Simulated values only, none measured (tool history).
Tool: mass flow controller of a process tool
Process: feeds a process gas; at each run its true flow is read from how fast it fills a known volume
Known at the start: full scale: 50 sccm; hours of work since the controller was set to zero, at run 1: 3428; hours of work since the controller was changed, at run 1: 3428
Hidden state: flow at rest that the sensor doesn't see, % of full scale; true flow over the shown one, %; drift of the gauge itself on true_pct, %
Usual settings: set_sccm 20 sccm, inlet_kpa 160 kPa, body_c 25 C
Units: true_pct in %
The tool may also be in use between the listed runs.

| run | hour | set_sccm | inlet_kpa | body_c | hours of work since the controller was set to zero | hours of work since the controller was changed | true_pct |
|---|---|---|---|---|---|---|---|
| 1 | 0 | 20 | 160 | 25 | 3428 | 3428 | 98.96 |
| 2 | 272.8 | 20 | 160 | 25 | 3623 | 3623 | 98.88 |
| 3 | 511.6 | 20 | 160 | 25 | 3793 | 3793 | 99.03 |
| 4 | 632 | 20 | 160 | 25 | 3879 | 3879 | 98.76 |
| 5 | 796.3 | 20 | 160 | 32 | 3996 | 3996 | 98.56 |
| 6 | 1071.2 | 20 | 160 | 25 | 4192 | 4192 | 98.67 |
| 7 | 1347.4 | 20 | 160 | 34 | 4390 | 4390 | 98.47 |
| 8 | 1509.9 | 20 | 160 | 34 | 4506 | 4506 | 98.47 |
| 9 | 1653.8 | 20 | 160 | 34 | 4608 | 4608 | 98.37 |
| 10 | 1857.3 | 20 | 160 | 34 | 4753 | 4753 | 98.37 |
| 11 | 2127.8 | 20 | 160 | 34 | 4946 | 4946 | 98.26 |
| 12 | 2266 | 20 | 160 | 34 | 5045 | 5045 | 98.27 |
| 13 | 2462.3 | 20 | 160 | 25 | 5185 | 5185 | 98.66 |
| 14 | 2703.5 | 20 | 160 | 25 | 5357 | 5357 | 98.88 |
| 15 | 2894.6 | 20 | 160 | 25 | 5494 | 5494 | 98.67 |
| 16 | 3026.3 | 20 | 160 | 25 | 5588 | 5588 | 98.68 |
| 17 | 3156.2 | 20 | 160 | 25 | 5680 | 5680 | 98.72 |
| 18 | 3363.3 | 20 | 160 | 25 | 5828 | 5828 | 98.6 |
| 19 | 3508.9 | 11 | 160 | 25 | 5932 | 5932 | 96.75 |
| 20 | 3644.5 | 11 | 160 | 25 | 6029 | 6029 | 96.72 |
| 21 | 3837.3 | 20 | 160 | 25 | 6166 | 6166 | 98.6 |
| 22 | 4079.3 | 20 | 160 | 25 | 6339 | 6339 | 98.48 |
| 23 | 4305.6 | 20 | 187 | 25 | 6501 | 6501 | 98.67 |
| 24 | 4455.5 | 20 | 160 | 25 | 6607 | 6607 | 98.57 |
| 25 | 4580.3 | 8 | 219 | 21 | 6696 | 6696 | 95.21 |
|  | 4668.5 | controller's zero set anew |
| 26 | 4716.9 | 7 | 160 | 21 | 35 | 6794 | 100.35 |
| 27 | 4849.2 | 7 | 160 | 21 | 129 | 6888 | 100.27 |
| 28 | 5119.7 | 24 | 230 | 21 | 322 | 7081 | 101.34 |
| 29 | 5363.3 | 24 | 230 | 21 | 496 | 7255 | 101.23 |
| 30 | 5580.5 | 14 | 160 | 25 | 651 | 7410 | 100.4 |
| 31 | 5801.1 | 14 | 160 | 28 | 808 | 7567 | 100.21 |
| 32 | 6039.4 | 14 | 160 | 28 | 978 | 7737 | 100.22 |
| 33 | 6200.2 | 45 | 160 | 21 | 1093 | 7852 | 101.78 |
| 34 | 6425.9 | 45 | 160 | 21 | 1254 | 8013 | 101.78 |
| 35 | 6648.7 | 45 | 160 | 26 | 1413 | 8172 | 101.54 |
| 36 | 6895.3 | 16 | 160 | 26 | 1589 | 8348 | 100.27 |
| 37 | 7130.7 | 16 | 160 | 26 | 1757 | 8516 | 100.17 |
| 38 | 7333.3 | 25 | 189 | 21 | 1902 | 8661 | 101.09 |
| 39 | 7526.2 | 20 | 166 | 26 | 2039 | 8798 | 100.48 |
| 40 | 7795 | 20 | 175 | 26 | 2231 | 8990 | 100.53 |
| 41 | 8062.6 | 20 | 175 | 26 | 2422 | 9181 | 100.43 |
| 42 | 8294.2 | 6 | 175 | 26 | 2587 | 9346 | 97.75 |
| 43 | 8560.7 | 6 | 175 | 26 | 2777 | 9536 | 97.55 |
| 44 | 8839.7 | 7 | 160 | 39 | 2977 | 9736 | 97.26 |
| 45 | 9049.4 | 7 | 160 | 39 | 3126 | 9885 | 96.96 |
| 46 | 9302.1 | 8 | 160 | 28 | 3307 | 10066 | 97.98 |
| 47 | 9416.2 | 8 | 160 | 28 | 3388 | 10147 | 98.02 |

Forecast each of these 3 alternatives for the next run:
| A | 9655.3 | 8 | 160 | 21 | 3559 | 10318 | ? |
| B | 9655.3 | 12 | 195 | 22 | 3559 | 10318 | ? |
| C | 9655.3 | 35 | 251 | 28 | 3559 | 10318 | ? |

| run | true_pct |
|---|---|
| A | 98.17 |
| B | 99.56 |
| C | 101.71 |
Without the tool's hidden state the same runs would have given:
| run | true_pct |
|---|---|
| A | 98.83 |
| B | 99.1 |
| C | 99.78 |
